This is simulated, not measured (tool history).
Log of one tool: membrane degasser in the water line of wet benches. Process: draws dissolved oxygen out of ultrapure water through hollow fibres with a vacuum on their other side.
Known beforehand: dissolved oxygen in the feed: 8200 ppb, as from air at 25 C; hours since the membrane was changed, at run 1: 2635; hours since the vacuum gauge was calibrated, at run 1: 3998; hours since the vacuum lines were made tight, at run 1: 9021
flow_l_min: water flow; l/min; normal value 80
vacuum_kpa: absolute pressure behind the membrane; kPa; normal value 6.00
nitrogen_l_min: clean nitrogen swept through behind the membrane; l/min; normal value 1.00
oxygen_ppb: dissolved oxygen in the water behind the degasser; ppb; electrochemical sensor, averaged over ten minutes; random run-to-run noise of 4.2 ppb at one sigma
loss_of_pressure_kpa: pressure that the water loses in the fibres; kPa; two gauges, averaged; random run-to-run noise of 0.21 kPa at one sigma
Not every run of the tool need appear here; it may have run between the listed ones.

run	day	flow_l_min	vacuum_kpa	nitrogen_l_min	hours since the membrane was changed	hours since the vacuum gauge was calibrated	hours since the vacuum lines were made tight	oxygen_ppb	loss_of_pressure_kpa
1	0.000	80	6.00	1.00	2635	3998	9021	425.9	49.58
2	3.912	80	6.00	1.00	2729	4092	9115	426.8	49.55
3	8.246	80	6.00	2.45	2833	4196	9219	258.8	49.69
4	12.654	80	3.70	1.00	2938	4301	9325	142.1	49.58
# day 13.308: seals of the vacuum lines changed
5	14.792	80	3.93	1.00	2988	4351	36	172.4	49.83
6	16.804	80	3.93	1.00	3036	4399	84	172.0	49.66
7	21.250	65	3.93	1.00	3143	4506	191	128.8	40.43
8	23.388	65	3.93	1.00	3194	4557	242	127.1	40.62
9	25.883	65	3.93	1.00	3254	4617	302	128.5	40.37
10	28.029	65	3.93	1.00	3305	4668	353	127.2	40.46
# day 29.517: vacuum gauge calibrated
11	30.033	65	3.93	1.00	3353	12	401	131.5	40.57
12	34.621	65	3.93	1.00	3463	123	511	130.8	40.43
13	37.779	80	6.00	0.81	3539	198	587	493.9	50.07
14	41.125	80	6.00	0.81	3619	279	667	491.6	50.03
15	43.467	80	6.00	0.81	3675	335	723	497.8	49.43
# day 44.717: vacuum gauge calibrated, once more
16	47.771	80	12.28	1.00	3778	73	826	1158.0	49.28
17	50.762	80	10.96	1.13	3850	145	898	933.1	49.93
18	54.017	103	5.26	1.14	3928	223	976	418.7	63.86
19	58.254	80	6.00	0.54	4030	325	1078	580.6	49.95
20	62.142	80	6.00	0.54	4123	418	1171	586.4	49.73
21	64.967	80	6.00	0.54	4191	486	1239	586.5	49.88
22	67.525	80	6.00	0.54	4252	547	1300	584.9	49.90
23	70.938	71	6.34	1.39	4334	629	1382	340.3	44.42
24	73.838	71	6.34	1.39	4404	699	1452	340.3	44.71
25	76.708	71	6.34	1.39	4473	768	1521	342.1	44.13
26	79.354	51	10.57	1.00	4536	831	1584	672.7	31.96
27	83.738	51	10.57	1.00	4641	937	1689	676.0	31.86
28	85.888	80	12.75	1.69	4693	988	1741	858.5	49.86
29	88.225	80	12.75	1.69	4749	1044	1797	863.3	50.24
30	92.350	82	9.53	0.84	4848	1143	1896	954.5	51.65
31	94.671	121	14.64	2.12	4904	1199	1952	1226.6	76.24

Take each entry between the runs: how does the hidden state at the last listed run before it differ from the hidden state at the first listed run after it?
From run 4 to run 5: seals of the vacuum lines changed (day 13.308)
  membrane still open, %: 98.3 -> 98.2; air that leaks in behind the membrane, l/min: 0.0173 -> 0.0033
  difference, measured minus the result without the unlogged condition, oxygen_ppb: +13.3 -> +13.7 ppb; loss_of_pressure_kpa: +0.86 -> +0.87 kPa
From run 10 to run 11: vacuum gauge calibrated (day 29.517)
  membrane still open, %: 98.1 -> 98; true pressure behind the membrane over the reading, kPa: 0.07 -> 0.08
  difference, measured minus the result without the unlogged condition, oxygen_ppb: +11.3 -> +13.1 ppb; loss_of_pressure_kpa: +0.78 -> +0.79 kPa
From run 15 to run 16: vacuum gauge calibrated, once more (day 44.717)
  membrane still open, %: 97.9 -> 97.8; true pressure behind the membrane over the reading, kPa: 0.09 -> -0.02; air that leaks in behind the membrane, l/min: 0.0043 -> 0.0045
  difference, measured minus the result without the unlogged condition, oxygen_ppb: +18.6 -> +3.3 ppb; loss_of_pressure_kpa: +1.07 -> +1.09 kPa
